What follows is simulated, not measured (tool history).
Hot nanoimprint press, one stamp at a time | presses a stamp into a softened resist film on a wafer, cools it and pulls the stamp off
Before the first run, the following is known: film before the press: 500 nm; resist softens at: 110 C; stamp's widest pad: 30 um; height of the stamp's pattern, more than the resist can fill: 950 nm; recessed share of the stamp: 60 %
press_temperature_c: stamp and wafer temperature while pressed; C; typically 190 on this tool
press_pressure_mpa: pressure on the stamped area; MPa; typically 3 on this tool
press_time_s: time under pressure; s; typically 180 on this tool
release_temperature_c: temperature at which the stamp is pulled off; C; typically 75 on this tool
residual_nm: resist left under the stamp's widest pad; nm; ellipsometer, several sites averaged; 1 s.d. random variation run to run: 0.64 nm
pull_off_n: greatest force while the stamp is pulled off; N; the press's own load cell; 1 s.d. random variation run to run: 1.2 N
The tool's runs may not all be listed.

{"run": 1, "hour": 0.0, "press_temperature_c": 190, "press_pressure_mpa": 3, "press_time_s": 180, "release_temperature_c": 75, "residual_nm": 249, "pull_off_n": 211}
{"run": 2, "hour": 6.9, "press_temperature_c": 186, "press_pressure_mpa": 3, "press_time_s": 180, "release_temperature_c": 75, "residual_nm": 276.8, "pull_off_n": 211}
{"run": 3, "hour": 16.5, "press_temperature_c": 186, "press_pressure_mpa": 3, "press_time_s": 180, "release_temperature_c": 75, "residual_nm": 278.4, "pull_off_n": 210}
{"run": 4, "hour": 31.0, "press_temperature_c": 190, "press_pressure_mpa": 4.32, "press_time_s": 180, "release_temperature_c": 75, "residual_nm": 206.3, "pull_off_n": 214}
{"run": 5, "hour": 43.9, "press_temperature_c": 190, "press_pressure_mpa": 4.32, "press_time_s": 180, "release_temperature_c": 75, "residual_nm": 207.1, "pull_off_n": 214}
{"run": 6, "hour": 56.3, "press_temperature_c": 190, "press_pressure_mpa": 4.32, "press_time_s": 180, "release_temperature_c": 75, "residual_nm": 206.3, "pull_off_n": 216}
{"run": 7, "hour": 66.1, "press_temperature_c": 190, "press_pressure_mpa": 3, "press_time_s": 180, "release_temperature_c": 75, "residual_nm": 251.5, "pull_off_n": 217}
{"run": 8, "hour": 76.3, "press_temperature_c": 190, "press_pressure_mpa": 3, "press_time_s": 180, "release_temperature_c": 75, "residual_nm": 249.3, "pull_off_n": 217}
{"run": 9, "hour": 85.9, "press_temperature_c": 190, "press_pressure_mpa": 3, "press_time_s": 180, "release_temperature_c": 75, "residual_nm": 250.2, "pull_off_n": 215}
{"run": 10, "hour": 93.4, "press_temperature_c": 190, "press_pressure_mpa": 3, "press_time_s": 180, "release_temperature_c": 75, "residual_nm": 249.8, "pull_off_n": 217}
{"run": 11, "hour": 103.8, "press_temperature_c": 190, "press_pressure_mpa": 3, "press_time_s": 180, "release_temperature_c": 75, "residual_nm": 250.1, "pull_off_n": 218}
{"run": 12, "hour": 118.0, "press_temperature_c": 190, "press_pressure_mpa": 3, "press_time_s": 90, "release_temperature_c": 75, "residual_nm": 310, "pull_off_n": 200}
{"run": 13, "hour": 129.3, "press_temperature_c": 190, "press_pressure_mpa": 3, "press_time_s": 90, "release_temperature_c": 75, "residual_nm": 309.5, "pull_off_n": 200}
{"run": 14, "hour": 143.1, "press_temperature_c": 190, "press_pressure_mpa": 1.98, "press_time_s": 180, "release_temperature_c": 75, "residual_nm": 302.9, "pull_off_n": 200}
{"run": 15, "hour": 152.7, "press_temperature_c": 190, "press_pressure_mpa": 1.98, "press_time_s": 180, "release_temperature_c": 75, "residual_nm": 301.4, "pull_off_n": 202}
{"run": 16, "hour": 160.7, "press_temperature_c": 187, "press_pressure_mpa": 2.16, "press_time_s": 313, "release_temperature_c": 75, "residual_nm": 265.1, "pull_off_n": 204}
{"run": 17, "hour": 173.0, "press_temperature_c": 181, "press_pressure_mpa": 3, "press_time_s": 104, "release_temperature_c": 82, "residual_nm": 359.7, "pull_off_n": 187}
{"run": 18, "hour": 185.1, "press_temperature_c": 191, "press_pressure_mpa": 3.68, "press_time_s": 120, "release_temperature_c": 75, "residual_nm": 253.6, "pull_off_n": 205}
{"run": 19, "hour": 194.5, "press_temperature_c": 201, "press_pressure_mpa": 1.94, "press_time_s": 180, "release_temperature_c": 75, "residual_nm": 236.6, "pull_off_n": 205}
{"run": 20, "hour": 205.9, "press_temperature_c": 181, "press_pressure_mpa": 3.13, "press_time_s": 120, "release_temperature_c": 81, "residual_nm": 345.5, "pull_off_n": 191}
{"run": 21, "hour": 214.7, "press_temperature_c": 192, "press_pressure_mpa": 4.12, "press_time_s": 256, "release_temperature_c": 72, "residual_nm": 176.9, "pull_off_n": 215}
{"run": 22, "hour": 228.6, "press_temperature_c": 191, "press_pressure_mpa": 1.94, "press_time_s": 143, "release_temperature_c": 75, "residual_nm": 320.6, "pull_off_n": 208}
{"run": 23, "hour": 241.6, "press_temperature_c": 191, "press_pressure_mpa": 1.94, "press_time_s": 143, "release_temperature_c": 75, "residual_nm": 321.3, "pull_off_n": 211}
{"run": 24, "hour": 251.4, "press_temperature_c": 196, "press_pressure_mpa": 2.05, "press_time_s": 99, "release_temperature_c": 75, "residual_nm": 312.4, "pull_off_n": 210}
{"run": 25, "hour": 265.2, "press_temperature_c": 190, "press_pressure_mpa": 1.88, "press_time_s": 180, "release_temperature_c": 75, "residual_nm": 297.9, "pull_off_n": 207}
{"run": 26, "hour": 279.2, "press_temperature_c": 190, "press_pressure_mpa": 1.88, "press_time_s": 180, "release_temperature_c": 75, "residual_nm": 297.8, "pull_off_n": 208}
{"run": 27, "hour": 287.3, "press_temperature_c": 190, "press_pressure_mpa": 1.88, "press_time_s": 180, "release_temperature_c": 75, "residual_nm": 299.2, "pull_off_n": 209}
{"run": 28, "hour": 295.8, "press_temperature_c": 188, "press_pressure_mpa": 4.31, "press_time_s": 180, "release_temperature_c": 75, "residual_nm": 211, "pull_off_n": 206}
{"run": 29, "hour": 306.3, "press_temperature_c": 188, "press_pressure_mpa": 4.31, "press_time_s": 180, "release_temperature_c": 75, "residual_nm": 211.9, "pull_off_n": 208}

Withheld: 2 entries from between the runs. Position of each, and hidden state at the listed run before versus the listed run after:
From run 11 to run 12: stamp cleaned and given a new release coat (hour 112.3)
  true temperature over the reading, C: -1.59 -> -1.6; pressure that arrives at the usual setting, %: 99.93 -> 99.92; grip of the stamp's worn release coat, % over a new coat's: 9.2 -> 0.2
  measured value less the no-hidden-state value, residual_nm: +10.3 -> +11 nm; pull_off_n: +22 -> +4 N
From run 24 to run 25: plate thermocouple calibrated (hour 264.6)
  true temperature over the reading, C: -1.74 -> -0.01; pressure that arrives at the usual setting, %: 99.81 -> 99.8; grip of the stamp's worn release coat, % over a new coat's: 4.8 -> 5.1
  measured value less the no-hidden-state value, residual_nm: +11.1 -> +0.2 nm; pull_off_n: +14 -> +10 N
